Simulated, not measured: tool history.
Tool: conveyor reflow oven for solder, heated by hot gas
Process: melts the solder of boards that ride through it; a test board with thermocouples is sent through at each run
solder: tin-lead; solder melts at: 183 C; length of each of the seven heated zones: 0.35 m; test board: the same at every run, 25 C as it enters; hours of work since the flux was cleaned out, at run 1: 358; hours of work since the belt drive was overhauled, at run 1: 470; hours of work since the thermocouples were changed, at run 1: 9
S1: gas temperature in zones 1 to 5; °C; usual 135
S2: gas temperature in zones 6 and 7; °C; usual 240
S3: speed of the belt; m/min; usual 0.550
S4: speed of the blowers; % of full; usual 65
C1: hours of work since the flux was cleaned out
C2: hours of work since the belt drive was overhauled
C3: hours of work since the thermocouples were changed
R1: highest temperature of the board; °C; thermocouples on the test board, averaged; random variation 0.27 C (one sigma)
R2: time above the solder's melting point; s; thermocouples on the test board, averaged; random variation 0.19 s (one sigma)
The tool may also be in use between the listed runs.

Run 1, hour 0.0: usual settings; C1 358; C2 470; C3 9. Result: R1 220.6 °C, R2 58.8 s.
Run 2, hour 10.7: usual settings; C1 365; C2 477; C3 16. Result: R1 220.3 °C, R2 58.8 s.
Run 3, hour 21.1: usual settings but S2 251 °C; C1 372; C2 484; C3 22. Result: R1 229.8 °C, R2 64.6 s.
Run 4, hour 41.4: usual settings; C1 385; C2 497; C3 35. Result: R1 219.9 °C, R2 58.6 s.
Run 5, hour 50.5: usual settings; C1 391; C2 503; C3 41. Result: R1 220.1 °C, R2 58.8 s.
Run 6, hour 66.4: usual settings but S3 0.524 m/min; C1 401; C2 513; C3 51. Result: R1 221.8 °C, R2 63.5 s.
Run 7, hour 79.9: usual settings but S3 0.524 m/min; C1 410; C2 522; C3 60. Result: R1 222.0 °C, R2 62.9 s.
Run 8, hour 93.5: usual settings but S3 0.524 m/min, S4 70 % of full; C1 418; C2 530; C3 69. Result: R1 223.1 °C, R2 63.7 s.
At hour 105.9: flux residue cleaned out of gas plates and filters.
Run 9, hour 113.9: usual settings but S3 0.524 m/min, S4 70 % of full; C1 5; C2 540; C3 79. Result: R1 225.0 °C, R2 66.0 s.
Run 10, hour 125.8: usual settings but S1 122 °C; C1 13; C2 548; C3 86. Result: R1 220.1 °C, R2 54.7 s.
Run 11, hour 136.6: usual settings; C1 20; C2 555; C3 93. Result: R1 221.9 °C, R2 60.2 s.
Run 12, hour 154.4: usual settings but S3 0.553 m/min; C1 31; C2 566; C3 105. Result: R1 221.9 °C, R2 59.7 s.
Run 13, hour 173.1: usual settings but S3 0.553 m/min; C1 43; C2 578; C3 117. Result: R1 221.9 °C, R2 59.5 s.
Run 14, hour 182.6: usual settings but S3 0.553 m/min; C1 49; C2 584; C3 123. Result: R1 221.6 °C, R2 59.1 s.
Run 15, hour 193.3: usual settings but S3 0.553 m/min; C1 56; C2 591; C3 130. Result: R1 221.7 °C, R2 59.9 s.
Run 16, hour 209.7: usual settings but S2 247 °C, S3 0.475 m/min, S4 56 % of full; C1 67; C2 602; C3 140. Result: R1 230.5 °C, R2 76.4 s.
Run 17, hour 224.7: usual settings but S1 150 °C, S2 238 °C, S3 0.565 m/min, S4 84 % of full; C1 76; C2 611; C3 150. Result: R1 224.9 °C, R2 66.2 s.
Run 18, hour 235.7: usual settings but S1 150 °C, S2 238 °C, S3 0.565 m/min, S4 84 % of full; C1 83; C2 619; C3 157. Result: R1 225.0 °C, R2 66.6 s.
Run 19, hour 252.3: usual settings but S1 150 °C, S2 238 °C, S3 0.565 m/min, S4 84 % of full; C1 94; C2 629; C3 168. Result: R1 224.8 °C, R2 65.9 s.
Run 20, hour 263.3: usual settings but S1 126 °C, S2 238 °C, S3 0.631 m/min, S4 55 % of full; C1 101; C2 636; C3 175. Result: R1 209.7 °C, R2 39.7 s.
Run 21, hour 281.5: usual settings but S3 0.555 m/min, S4 70 % of full; C1 113; C2 648; C3 186. Result: R1 222.4 °C, R2 60.1 s.
Run 22, hour 293.7: usual settings but S3 0.555 m/min, S4 70 % of full; C1 121; C2 656; C3 194. Result: R1 222.0 °C, R2 60.2 s.
Run 23, hour 314.2: usual settings but S3 0.555 m/min, S4 70 % of full; C1 134; C2 669; C3 207. Result: R1 222.3 °C, R2 59.7 s.
Run 24, hour 328.6: usual settings but S1 138 °C, S2 251 °C, S3 0.443 m/min, S4 72 % of full; C1 143; C2 678; C3 217. Result: R1 238.9 °C, R2 88.3 s.
Run 25, hour 340.7: usual settings but S1 138 °C, S2 233 °C, S3 0.443 m/min, S4 72 % of full; C1 151; C2 686; C3 225. Result: R1 222.7 °C, R2 78.4 s.
Run 26, hour 353.0: usual settings but S1 138 °C, S2 254 °C, S3 0.443 m/min, S4 72 % of full; C1 159; C2 694; C3 232. Result: R1 241.7 °C, R2 89.9 s.
Run 27, hour 370.6: usual settings but S1 138 °C, S2 251 °C, S3 0.526 m/min, S4 72 % of full; C1 170; C2 705; C3 244. Result: R1 234.2 °C, R2 72.1 s.
Run 28, hour 383.8: usual settings but S1 127 °C, S3 0.603 m/min, S4 86 % of full; C1 179; C2 714; C3 252. Result: R1 220.9 °C, R2 52.0 s.
Run 29, hour 398.9: usual settings but S1 130 °C, S2 241 °C, S3 0.494 m/min, S4 60 % of full; C1 188; C2 723; C3 262. Result: R1 224.1 °C, R2 66.7 s.
At hour 418.4: belt drive overhauled, speed set with a stopwatch.
Run 30, hour 424.7: usual settings but S1 130 °C, S2 234 °C, S3 0.602 m/min, S4 59 % of full; C1 202; C2 4; C3 276. Result: R1 209.2 °C, R2 42.0 s.

Forecast each of these 4 alternatives for the next run:
Run A, hour 437.6: usual settings but S1 130 °C, S2 234 °C, S3 0.521 m/min, S4 75 % of full; C1 211; C2 12; C3 284. Result: R1 ?, R2 ?.
Run B, hour 437.6: usual settings but S2 232 °C, S3 0.598 m/min, S4 72 % of full; C1 211; C2 12; C3 284. Result: R1 ?, R2 ?.
Run C, hour 437.6: usual settings but S1 128 °C, S2 234 °C, S3 0.528 m/min, S4 59 % of full; C1 211; C2 12; C3 284. Result: R1 ?, R2 ?.
Run D, hour 437.6: usual settings but S1 130 °C, S2 246 °C, S3 0.602 m/min, S4 59 % of full; C1 211; C2 12; C3 284. Result: R1 ?, R2 ?.

run     R1    R2
  A  217.7  58.5
  B  212.5  47.0
  C  213.7  52.7
  D  218.9  50.1
Without the tool's hidden state the same runs would have given:
run     R1    R2
  A  219.3  60.0
  B  214.1  48.6
  C  215.3  54.3
  D  220.7  51.4
